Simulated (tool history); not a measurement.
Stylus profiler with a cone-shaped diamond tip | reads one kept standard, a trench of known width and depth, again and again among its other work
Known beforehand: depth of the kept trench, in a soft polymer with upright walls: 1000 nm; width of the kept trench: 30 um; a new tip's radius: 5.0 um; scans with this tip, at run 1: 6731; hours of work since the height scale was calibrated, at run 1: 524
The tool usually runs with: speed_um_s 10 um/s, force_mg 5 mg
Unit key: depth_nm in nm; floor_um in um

run,hour,speed_um_s,force_mg,scans with this tip,hours of work since the height scale was calibrated,depth_nm,floor_um
1,0,10,5,6731,524,1026.64,22.64
2,61.7,10,5,7101,553,1026.73,22.61
3,119.8,10,5,7450,580,1026.96,22.55
4,182.5,10,5,7826,609,1026.79,22.49
5,216.7,10,5,8032,626,1026.61,22.4
6,282.8,10,5,8428,656,1027.44,22.45
7,317.6,10,5,8637,673,1027.53,22.3
8,376.2,10,5,8989,700,1027.44,22.24
9,440.6,10,5,9375,730,1027.8,22.16
10,486,10,5,9648,751,1027.38,22.12
# hour 489.9: height scale calibrated on a step standard
11,545.7,18,2.18,10003,26,1018.41,21.99

Run 12 is up next; what results do you expect?
12,597.2,18,2.18,10312,50,?,?

{"run 12": {"depth_nm": 1018.78, "floor_um": 21.87}}
If the tool had no hidden condition, the same run with the same run-to-run variation would have returned depth_nm 1014.94 nm, floor_um 23.83 um.
